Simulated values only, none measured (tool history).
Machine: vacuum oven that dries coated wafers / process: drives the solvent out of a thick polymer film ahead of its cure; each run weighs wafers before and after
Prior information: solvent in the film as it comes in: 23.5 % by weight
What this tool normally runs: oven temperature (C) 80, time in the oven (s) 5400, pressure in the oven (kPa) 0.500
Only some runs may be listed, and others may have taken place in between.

run	day	oven temperature (C)	time in the oven (s)	pressure in the oven (kPa)	solvent left in the film (%)
1	0.000	80	5400	0.500	0.75
2	1.696	80	5400	0.500	0.76
3	3.542	80	5400	0.500	0.79
4	4.475	80	5400	0.500	0.78
5	6.067	80	5400	0.500	0.77
# day 6.929: oven's thermocouples calibrated
6	7.696	80	5400	1.062	1.39
7	8.858	80	4500	1.062	2.02
8	10.550	80	5400	0.500	1.23
9	12.575	80	6960	0.500	0.71
10	14.267	80	6960	0.500	0.65
11	15.912	86	5400	0.500	0.40
12	17.483	73	5400	0.500	3.26
13	18.983	73	2760	0.500	7.57
14	20.975	73	2760	0.500	7.47
15	21.950	73	2760	0.500	7.59
16	23.296	80	5400	0.500	1.04
# day 23.542: vacuum gauge cleaned of residue and calibrated
17	24.342	74	5400	0.500	2.82
18	25.304	80	5400	0.500	1.08
19	26.804	80	5400	0.500	1.16
20	28.246	80	5400	0.500	1.05
# day 30.058: vacuum gauge cleaned of residue and calibrated, once more
21	30.408	80	5400	0.500	0.96
22	32.371	80	5400	0.500	0.96
23	34.171	80	5400	1.108	1.20
24	36.117	80	8700	0.341	0.23
25	37.696	68	3180	1.245	9.09
26	39.612	68	3180	1.245	9.34
27	40.721	83	5400	0.500	0.54
28	42.479	68	5400	0.500	5.16
29	44.288	67	5400	0.500	5.86
30	45.525	88	5400	0.500	0.23
31	47.167	90	5400	0.500	0.13
32	48.242	86	7560	1.112	0.31
33	49.238	67	3060	0.948	9.62
34	50.308	73	3060	0.948	6.51
35	51.608	85	7440	1.257	0.42
36	52.521	94	7440	1.257	0.18
37	54.262	94	7440	1.257	0.32
38	55.458	78	5400	0.767	1.42
39	57.212	78	2760	1.783	4.85
40	58.646	78	2940	1.783	4.47
41	60.388	78	2940	1.783	4.51
42	61.271	78	2940	1.783	4.47
43	62.679	78	2940	1.783	4.54
44	64.617	80	3120	0.800	2.96
45	65.554	80	3120	0.800	2.94
46	67.071	80	4980	1.436	1.34

5 ways to go on from here, each from the tool as it stands after run 46. What would each give?
A	68.650	80	9420	0.500	?
B	68.650	80	4680	1.044	?
C	68.650	80	2880	1.521	?
D	68.650	80	2820	1.112	?
E	68.650	80	4320	1.436	?

run	solvent left in the film (%)
A	0.23
B	1.37
C	3.59
D	3.51
E	1.76
The same runs, with their run-to-run variation unchanged, on a tool lacking any hidden condition would have given:
run	solvent left in the film (%)
A	0.31
B	2.00
C	4.66
D	4.59
E	2.49

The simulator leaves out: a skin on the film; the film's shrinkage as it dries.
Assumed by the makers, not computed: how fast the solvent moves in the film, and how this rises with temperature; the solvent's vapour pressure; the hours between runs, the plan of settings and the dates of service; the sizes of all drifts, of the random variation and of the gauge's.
